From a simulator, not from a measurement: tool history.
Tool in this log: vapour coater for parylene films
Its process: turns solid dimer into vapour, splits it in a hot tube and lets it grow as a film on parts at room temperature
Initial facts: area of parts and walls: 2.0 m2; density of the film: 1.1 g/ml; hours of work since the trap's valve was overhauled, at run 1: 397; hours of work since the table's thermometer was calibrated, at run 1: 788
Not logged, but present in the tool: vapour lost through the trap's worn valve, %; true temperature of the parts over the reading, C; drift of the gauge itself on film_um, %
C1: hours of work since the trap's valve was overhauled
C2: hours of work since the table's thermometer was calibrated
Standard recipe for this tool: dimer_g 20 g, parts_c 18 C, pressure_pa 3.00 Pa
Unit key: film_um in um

run 1 day=0.000 | dimer_g=20 parts_c=18 pressure_pa=3.00 | C1=397 C2=788 | film_um=6.19
-- day=1.812 trap's valve overhauled
run 2 day=1.812 | dimer_g=20 parts_c=18 pressure_pa=3.00 | C1=0 C2=809 | film_um=6.15
run 3 day=2.983 | dimer_g=20 parts_c=18 pressure_pa=3.00 | C1=15 C2=824 | film_um=6.17
run 4 day=4.175 | dimer_g=13 parts_c=18 pressure_pa=3.00 | C1=30 C2=839 | film_um=4.00
run 5 day=5.371 | dimer_g=13 parts_c=18 pressure_pa=3.00 | C1=45 C2=854 | film_um=4.04
run 6 day=6.996 | dimer_g=35 parts_c=18 pressure_pa=3.00 | C1=65 C2=874 | film_um=10.88
run 7 day=8.083 | dimer_g=35 parts_c=18 pressure_pa=3.00 | C1=79 C2=887 | film_um=11.07
run 8 day=9.325 | dimer_g=35 parts_c=18 pressure_pa=3.00 | C1=94 C2=903 | film_um=10.94
run 9 day=10.417 | dimer_g=35 parts_c=18 pressure_pa=3.00 | C1=108 C2=917 | film_um=10.83
run 10 day=11.808 | dimer_g=35 parts_c=18 pressure_pa=3.00 | C1=125 C2=934 | film_um=10.78
run 11 day=13.279 | dimer_g=9 parts_c=18 pressure_pa=9.27 | C1=143 C2=952 | film_um=2.44
run 12 day=14.471 | dimer_g=21 parts_c=18 pressure_pa=7.01 | C1=158 C2=967 | film_um=5.91
run 13 day=15.308 | dimer_g=21 parts_c=18 pressure_pa=7.01 | C1=169 C2=978 | film_um=5.89
run 14 day=16.104 | dimer_g=21 parts_c=18 pressure_pa=7.01 | C1=179 C2=988 | film_um=5.88
run 15 day=17.429 | dimer_g=8 parts_c=15 pressure_pa=3.00 | C1=195 C2=1004 | film_um=2.66
run 16 day=18.558 | dimer_g=8 parts_c=15 pressure_pa=3.00 | C1=210 C2=1019 | film_um=2.63
run 17 day=19.338 | dimer_g=20 parts_c=19 pressure_pa=11.14 | C1=219 C2=1028 | film_um=5.13
run 18 day=21.008 | dimer_g=16 parts_c=17 pressure_pa=11.28 | C1=240 C2=1049 | film_um=4.38
run 19 day=22.521 | dimer_g=16 parts_c=12 pressure_pa=4.50 | C1=259 C2=1068 | film_um=5.50
run 20 day=23.550 | dimer_g=18 parts_c=19 pressure_pa=4.50 | C1=272 C2=1081 | film_um=5.20

What if the next run were any one of these 4? Each begins from the tool's condition after run 20:
run A day=25.179 | dimer_g=16 parts_c=12 pressure_pa=5.94 | C1=292 C2=1101 | film_um=?
run B day=25.179 | dimer_g=9 parts_c=16 pressure_pa=5.99 | C1=292 C2=1101 | film_um=?
run C day=25.179 | dimer_g=13 parts_c=19 pressure_pa=3.87 | C1=292 C2=1101 | film_um=?
run D day=25.179 | dimer_g=12 parts_c=12 pressure_pa=3.00 | C1=292 C2=1101 | film_um=?

run=A film_um=5.27
run=B film_um=2.66
run=C film_um=3.82
run=D film_um=4.25
With the hidden condition removed and each run's random variation left untouched, the same runs would have given:
run=A film_um=5.30
run=B film_um=2.67
run=C film_um=3.84
run=D film_um=4.28
